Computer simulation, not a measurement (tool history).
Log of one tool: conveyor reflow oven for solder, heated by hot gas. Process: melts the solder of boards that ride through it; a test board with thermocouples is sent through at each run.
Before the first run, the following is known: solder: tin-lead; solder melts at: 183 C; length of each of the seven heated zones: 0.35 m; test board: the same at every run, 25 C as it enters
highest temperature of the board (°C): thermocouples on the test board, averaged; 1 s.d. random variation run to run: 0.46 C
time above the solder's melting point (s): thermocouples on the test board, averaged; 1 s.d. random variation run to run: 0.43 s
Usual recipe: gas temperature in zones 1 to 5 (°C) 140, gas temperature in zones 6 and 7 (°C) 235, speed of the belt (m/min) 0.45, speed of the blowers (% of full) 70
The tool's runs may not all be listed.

run   hour  gas temperature in zones 1 to 5 (°C)  gas temperature in zones 6 and 7 (°C)  speed of the belt (m/min)  speed of the blowers (% of full)  highest temperature of the board (°C)  time above the solder's melting point (s)
  1      0                                   140                                    235                       0.45                                70                                  221.1                                       74.5
  2   16.9                                   140                                    235                       0.45                                70                                  220.6                                       74.9
  3   34.9                                   140                                    235                       0.39                                70                                  224.8                                       91.3
  4   49.8                                   140                                    235                       0.45                                68                                  219.8                                       74.4
  5   61.3                                   140                                    235                       0.45                                68                                  220.1                                         74
  6   75.2                                   140                                    235                       0.45                                70                                  221.4                                       74.8
  7   93.8                                   140                                    235                       0.45                                70                                  220.9                                       74.8
  8  107.4                                   140                                    228                       0.45                                70                                  214.5                                       69.4
  9  117.4                                   140                                    228                       0.45                                70                                  214.8                                       69.1
 10  126.5                                   140                                    228                       0.45                                70                                  214.6                                       69.2
 11  140.6                                   140                                    228                       0.45                                70                                  213.3                                       67.2
 12  152.7                                   140                                    235                       0.45                                70                                  220.5                                       73.9
 13  169.5                                   140                                    235                       0.45                                70                                  220.6                                         74
 14  186.2                                   140                                    235                      0.478                                70                                  221.2                                       70.7
 15  197.9                                   140                                    235                       0.45                                70                                  222.2                                       76.5
 16  212.1                                   136                                    233                      0.449                                62                                  217.8                                       71.6
 17  220.6                                   135                                    250                      0.512                                58                                  226.6                                       66.6
 18  230.8                                   135                                    232                       0.45                                70                                  219.8                                       72.3
 19  240.9                                   140                                    235                      0.536                                51                                  210.1                                       51.1
 20  248.7                                   140                                    235                      0.536                                51                                  209.5                                         51
 21  260.8                                   140                                    245                       0.45                                70                                  232.2                                       82.6
 22  278.3                                   140                                    245                       0.45                                70                                  231.7                                       82.5
 23  291.7                                   140                                    245                      0.432                                70                                  233.2                                         88
 24  305.4                                   139                                    223                      0.507                                70                                  208.6                                       53.5
 25  313.7                                   139                                    223                      0.507                                70                                    209                                         54
 26  331.7                                   150                                    239                      0.431                                84                                  230.7                                       90.7
 27  348.2                                   150                                    239                      0.431                                84                                  231.5                                       91.2
 28  363.5                                   150                                    242                      0.452                                84                                  232.7                                         87
 29  380.2                                   140                                    235                      0.414                                70                                    225                                       85.3
 30  388.5                                   140                                    235                      0.414                                54                                  220.7                                       80.7

Removed from this log: 2 entries logged between the listed runs. Between which two listed runs does each belong, and how does the tool's hidden state at the listed run before it compare with that at the listed run after it?
In the gap between runs 10 and 11: flux residue cleaned out of gas plates and filters (hour 133.2)
  heat that the gas passes to the board, % of a clean oven's: 89.5 -> 85.8; belt's true speed, % of the reading: 99.5 -> 99.49; true gas temperature in zones 6 and 7 over the reading, C: 0.76 -> 0.78
  measured value less the no-hidden-state value, highest temperature of the board (°C): -1.3 -> -2.2; time above the solder's melting point (s): -1.7 -> -2.8
In the gap between runs 13 and 14: flux residue cleaned out of gas plates and filters, once more (hour 178.7)
  heat that the gas passes to the board, % of a clean oven's: 85.3 -> 99.7; belt's true speed, % of the reading: 99.48 -> 99.47; true gas temperature in zones 6 and 7 over the reading, C: 0.82 -> 0.84
  measured value less the no-hidden-state value, highest temperature of the board (°C): -2.4 -> +0.8; time above the solder's melting point (s): -2.3 -> +1.1
